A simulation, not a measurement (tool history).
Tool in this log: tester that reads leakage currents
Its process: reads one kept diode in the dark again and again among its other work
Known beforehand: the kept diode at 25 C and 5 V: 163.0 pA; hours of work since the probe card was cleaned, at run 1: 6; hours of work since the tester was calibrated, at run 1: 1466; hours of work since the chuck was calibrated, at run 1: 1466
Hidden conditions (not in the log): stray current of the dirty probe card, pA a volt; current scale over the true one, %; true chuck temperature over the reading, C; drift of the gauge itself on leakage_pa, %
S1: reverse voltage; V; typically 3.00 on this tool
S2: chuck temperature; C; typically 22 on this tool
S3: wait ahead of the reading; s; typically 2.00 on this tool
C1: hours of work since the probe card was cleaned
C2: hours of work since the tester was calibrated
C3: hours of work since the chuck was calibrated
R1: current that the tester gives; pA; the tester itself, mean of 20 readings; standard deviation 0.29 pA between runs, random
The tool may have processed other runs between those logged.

| run | hour | S1 | S2 | S3 | C1 | C2 | C3 | R1 |
|---|---|---|---|---|---|---|---|---|
| 1 | 0.0 | 3.00 | 22 | 2.00 | 6 | 1466 | 1466 | 112.51 |
| 2 | 119.7 | 16.95 | 22 | 2.00 | 97 | 1558 | 1558 | 274.70 |
| 3 | 267.3 | 3.00 | 22 | 2.00 | 210 | 1671 | 1671 | 115.14 |
| 4 | 455.3 | 6.05 | 22 | 2.00 | 354 | 1815 | 1815 | 167.22 |
|  | 499.0 | chuck's temperature calibrated |
| 5 | 633.1 | 6.05 | 22 | 2.00 | 488 | 1949 | 103 | 140.75 |
| 6 | 822.9 | 3.00 | 22 | 2.00 | 633 | 2094 | 248 | 99.52 |
| 7 | 1016.3 | 3.00 | 22 | 2.00 | 781 | 2242 | 395 | 101.62 |
| 8 | 1138.0 | 3.00 | 22 | 2.00 | 874 | 2335 | 489 | 103.03 |
| 9 | 1332.5 | 3.70 | 22 | 2.00 | 1023 | 2484 | 637 | 116.75 |
| 10 | 1453.7 | 3.00 | 22 | 2.00 | 1116 | 2576 | 730 | 106.09 |
| 11 | 1571.6 | 3.00 | 22 | 2.00 | 1206 | 2666 | 820 | 107.05 |
| 12 | 1775.2 | 9.76 | 22 | 2.00 | 1361 | 2822 | 976 | 203.12 |
| 13 | 1954.7 | 3.00 | 22 | 2.00 | 1499 | 2959 | 1113 | 110.82 |
| 14 | 2063.9 | 6.05 | 22 | 0.89 | 1582 | 3043 | 1196 | 163.56 |
| 15 | 2161.9 | 11.22 | 20 | 2.00 | 1657 | 3118 | 1271 | 192.12 |
| 16 | 2269.1 | 11.22 | 20 | 2.00 | 1739 | 3200 | 1353 | 193.15 |
| 17 | 2409.7 | 6.80 | 23 | 0.33 | 1847 | 3307 | 1461 | 201.03 |

The next listed run, before its measurement:
| 18 | 2535.4 | 6.80 | 33 | 2.37 | 1943 | 3403 | 1557 | ? |

{"run 18": {"R1": 465.33}}
With no hidden state in the tool, this same run would have given R1 392.79 pA.
